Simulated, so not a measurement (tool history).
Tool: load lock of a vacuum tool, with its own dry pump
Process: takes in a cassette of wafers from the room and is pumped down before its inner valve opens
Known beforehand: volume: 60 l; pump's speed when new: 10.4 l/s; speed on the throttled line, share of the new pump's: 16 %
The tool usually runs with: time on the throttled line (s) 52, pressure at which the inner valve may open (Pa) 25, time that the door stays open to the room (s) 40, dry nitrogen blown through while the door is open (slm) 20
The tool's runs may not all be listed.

run	hour	time on the throttled line (s)	pressure at which the inner valve may open (Pa)	time that the door stays open to the room (s)	dry nitrogen blown through while the door is open (slm)	incoming humidity of the room's air, %	time from the closed door until the inner valve may open (s)	rise of the pressure with all valves shut (Pa/min)
1	0.0	52	25	40	20	45.4	92.9	0.028
2	151.7	52	25	40	20	44.8	92.0	0.031
3	228.4	52	25	40	20	46.5	92.4	0.031
4	345.9	52	25	40	20	42.8	92.9	0.030
5	427.2	52	25	40	20	43.2	93.0	0.033
6	503.0	52	25	40	20	46.3	90.6	0.039
7	624.7	52	25	198	20	43.0	92.1	0.072
8	744.8	52	25	40	20	45.7	92.2	0.031
9	861.9	52	25	40	20	44.8	91.1	0.038
10	979.4	52	25	40	20	45.4	92.6	0.037
11	1052.5	52	25	153	20	41.5	92.1	0.058
12	1168.3	52	25	153	20	49.6	92.4	0.077
13	1249.3	52	41	40	20	44.1	87.9	0.038
14	1354.3	52	41	40	20	46.3	88.5	0.031
15	1441.8	52	41	40	20	43.1	88.8	0.028
16	1513.7	60	41	130	20	42.2	95.5	0.060
17	1606.1	60	41	37	16	41.9	95.7	0.039
18	1702.3	60	41	37	16	42.9	96.0	0.039
19	1804.7	60	41	37	16	42.6	94.8	0.034
20	1948.2	52	50	40	40	42.4	87.1	0.027
21	2095.8	52	26	40	20	46.9	92.3	0.036
22	2163.0	52	26	40	20	40.7	91.1	0.033
23	2236.4	81	20	40	21	43.6	116.8	0.035
24	2394.6	81	20	40	21	45.8	115.8	0.030
25	2479.4	81	20	40	27	43.5	116.0	0.027
26	2619.9	81	20	40	27	43.3	116.9	0.029
27	2737.7	81	20	40	27	47.2	117.0	0.028
28	2828.5	81	20	40	27	42.5	117.1	0.031

Forecast each of these 4 alternatives for the next run:
A	2975.1	52	25	57	20	44.4	?	?
B	2975.1	57	43	40	6	47.6	?	?
C	2975.1	32	35	40	5	41.0	?	?
D	2975.1	64	46	40	15	43.7	?	?

run	time from the closed door until the inner valve may open (s)	rise of the pressure with all valves shut (Pa/min)
A	91.0	0.043
B	92.6	0.054
C	72.9	0.045
D	98.1	0.042
With no hidden state in the tool, these same runs would have given:
run	time from the closed door until the inner valve may open (s)	rise of the pressure with all valves shut (Pa/min)
A	91.0	0.041
B	92.6	0.052
C	72.9	0.043
D	98.1	0.040

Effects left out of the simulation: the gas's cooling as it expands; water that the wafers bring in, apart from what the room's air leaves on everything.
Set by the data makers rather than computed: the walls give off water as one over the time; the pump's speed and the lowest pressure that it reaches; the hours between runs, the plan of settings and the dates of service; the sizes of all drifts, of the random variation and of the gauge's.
